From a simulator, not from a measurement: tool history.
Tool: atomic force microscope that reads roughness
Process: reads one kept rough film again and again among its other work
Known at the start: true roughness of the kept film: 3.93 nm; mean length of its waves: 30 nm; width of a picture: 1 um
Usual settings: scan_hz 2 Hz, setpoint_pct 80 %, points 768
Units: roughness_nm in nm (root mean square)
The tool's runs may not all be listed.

run 1 hour=0 | scan_hz=2 setpoint_pct=80 points=768 | roughness_nm=1.855
-- hour=35.6 new tip fitted
run 2 hour=35.6 | scan_hz=0.95 setpoint_pct=80 points=768 | roughness_nm=3.018
run 3 hour=58.3 | scan_hz=2 setpoint_pct=66 points=768 | roughness_nm=2.789
run 4 hour=80.9 | scan_hz=2 setpoint_pct=66 points=768 | roughness_nm=2.611
run 5 hour=122.1 | scan_hz=2 setpoint_pct=80 points=428 | roughness_nm=2.068
run 6 hour=165.9 | scan_hz=2 setpoint_pct=67 points=768 | roughness_nm=2.031
-- hour=195.7 new tip fitted
run 7 hour=198.7 | scan_hz=2 setpoint_pct=67 points=768 | roughness_nm=2.984
run 8 hour=224.7 | scan_hz=2 setpoint_pct=67 points=409 | roughness_nm=2.724
run 9 hour=257.6 | scan_hz=2 setpoint_pct=80 points=395 | roughness_nm=2.241
run 10 hour=291.2 | scan_hz=1.25 setpoint_pct=80 points=768 | roughness_nm=2.213
run 11 hour=330.3 | scan_hz=2 setpoint_pct=80 points=924 | roughness_nm=1.875
-- hour=355.5 new tip fitted
run 12 hour=355.5 | scan_hz=2 setpoint_pct=80 points=924 | roughness_nm=2.753
run 13 hour=390.5 | scan_hz=2 setpoint_pct=80 points=924 | roughness_nm=2.458
run 14 hour=430 | scan_hz=2 setpoint_pct=66 points=768 | roughness_nm=2.375
run 15 hour=474.5 | scan_hz=2 setpoint_pct=66 points=280 | roughness_nm=2.117
-- hour=515.2 new tip fitted
run 16 hour=515.2 | scan_hz=2 setpoint_pct=80 points=768 | roughness_nm=2.794
run 17 hour=537.5 | scan_hz=2 setpoint_pct=80 points=768 | roughness_nm=2.572
run 18 hour=574.4 | scan_hz=2 setpoint_pct=80 points=768 | roughness_nm=2.273
run 19 hour=618.3 | scan_hz=2 setpoint_pct=80 points=768 | roughness_nm=2.005
run 20 hour=649.9 | scan_hz=2 setpoint_pct=80 points=768 | roughness_nm=1.871
-- hour=674.4 new tip fitted
run 21 hour=675.9 | scan_hz=2 setpoint_pct=80 points=768 | roughness_nm=2.718
run 22 hour=715.5 | scan_hz=2 setpoint_pct=80 points=768 | roughness_nm=2.367
run 23 hour=755.7 | scan_hz=2 setpoint_pct=80 points=768 | roughness_nm=2.105
run 24 hour=777.2 | scan_hz=0.88 setpoint_pct=80 points=768 | roughness_nm=2.165
run 25 hour=796.2 | scan_hz=0.88 setpoint_pct=80 points=768 | roughness_nm=2.068
run 26 hour=831.3 | scan_hz=2 setpoint_pct=80 points=683 | roughness_nm=1.718
-- hour=835 new tip fitted
run 27 hour=850.5 | scan_hz=2 setpoint_pct=80 points=683 | roughness_nm=2.601
run 28 hour=891 | scan_hz=2.31 setpoint_pct=73 points=979 | roughness_nm=2.329
run 29 hour=916.9 | scan_hz=1.34 setpoint_pct=60 points=979 | roughness_nm=2.428
run 30 hour=949.8 | scan_hz=2.28 setpoint_pct=86 points=924 | roughness_nm=1.767
-- hour=953 height scale calibrated on a step standard
run 31 hour=972 | scan_hz=2.28 setpoint_pct=86 points=924 | roughness_nm=1.688
-- hour=996.2 new tip fitted
run 32 hour=1016.2 | scan_hz=2.28 setpoint_pct=86 points=924 | roughness_nm=2.345
run 33 hour=1055 | scan_hz=1.32 setpoint_pct=71 points=909 | roughness_nm=2.508
run 34 hour=1076.5 | scan_hz=0.73 setpoint_pct=80 points=509 | roughness_nm=2.375
run 35 hour=1122.8 | scan_hz=3.47 setpoint_pct=72 points=509 | roughness_nm=1.838
run 36 hour=1148.2 | scan_hz=1.25 setpoint_pct=70 points=837 | roughness_nm=1.988
-- hour=1155.2 new tip fitted
run 37 hour=1184.7 | scan_hz=2 setpoint_pct=84 points=768 | roughness_nm=2.396
-- hour=1196.3 height scale calibrated on a step standard, once more
run 38 hour=1231.4 | scan_hz=2 setpoint_pct=84 points=768 | roughness_nm=2.107
run 39 hour=1264.6 | scan_hz=2 setpoint_pct=84 points=557 | roughness_nm=1.922
run 40 hour=1299.1 | scan_hz=2 setpoint_pct=84 points=557 | roughness_nm=1.777
-- hour=1317 new tip fitted
run 41 hour=1338.8 | scan_hz=0.98 setpoint_pct=80 points=687 | roughness_nm=2.801
run 42 hour=1370.5 | scan_hz=0.62 setpoint_pct=74 points=725 | roughness_nm=2.68

The next listed run, before its measurement:
run 43 hour=1397.7 | scan_hz=2 setpoint_pct=66 points=768 | roughness_nm=?

{"run 43": {"roughness_nm": 2.371}}
Without the tool's hidden state the same run would have given roughness_nm 3.063 nm (root mean square).

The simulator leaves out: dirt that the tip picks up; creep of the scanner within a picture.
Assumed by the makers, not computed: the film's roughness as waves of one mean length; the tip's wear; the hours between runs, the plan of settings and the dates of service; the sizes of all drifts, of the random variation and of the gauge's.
